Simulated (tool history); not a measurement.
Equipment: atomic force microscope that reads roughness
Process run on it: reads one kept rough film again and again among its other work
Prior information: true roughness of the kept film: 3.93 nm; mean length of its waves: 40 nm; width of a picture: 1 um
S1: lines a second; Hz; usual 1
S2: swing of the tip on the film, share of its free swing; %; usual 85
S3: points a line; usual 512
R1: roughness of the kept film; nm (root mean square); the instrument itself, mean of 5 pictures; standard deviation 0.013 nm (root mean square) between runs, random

run,hour,S1,S2,S3,R1
1,0,1,85,512,3.193
2,24.4,1,85,512,3.106
3,61.3,1,85,512,2.991
4,85.8,1,85,512,2.906
5,109.7,1,85,298,2.788
6,138.5,1.42,85,512,2.629
# hour 169.4: new tip fitted
7,170.8,1,85,512,3.177
8,206.8,1,85,512,3.041
9,232.3,1,85,512,2.939
10,248.5,3.74,85,360,2.232
11,266.6,0.59,82,921,2.985
12,288.3,1,81,512,2.818
13,312.3,4,81,328,2.159
14,335.1,2.52,85,921,2.276
# hour 338.2: new tip fitted
15,353.9,0.97,67,580,3.327

Run 16 has not been measured yet. What should we expect?
16,393.5,0.97,67,580,?

{"run 16": {"R1": 3.194}}
The same run, on a tool lacking any hidden state, would have yielded R1 3.431 nm (root mean square).

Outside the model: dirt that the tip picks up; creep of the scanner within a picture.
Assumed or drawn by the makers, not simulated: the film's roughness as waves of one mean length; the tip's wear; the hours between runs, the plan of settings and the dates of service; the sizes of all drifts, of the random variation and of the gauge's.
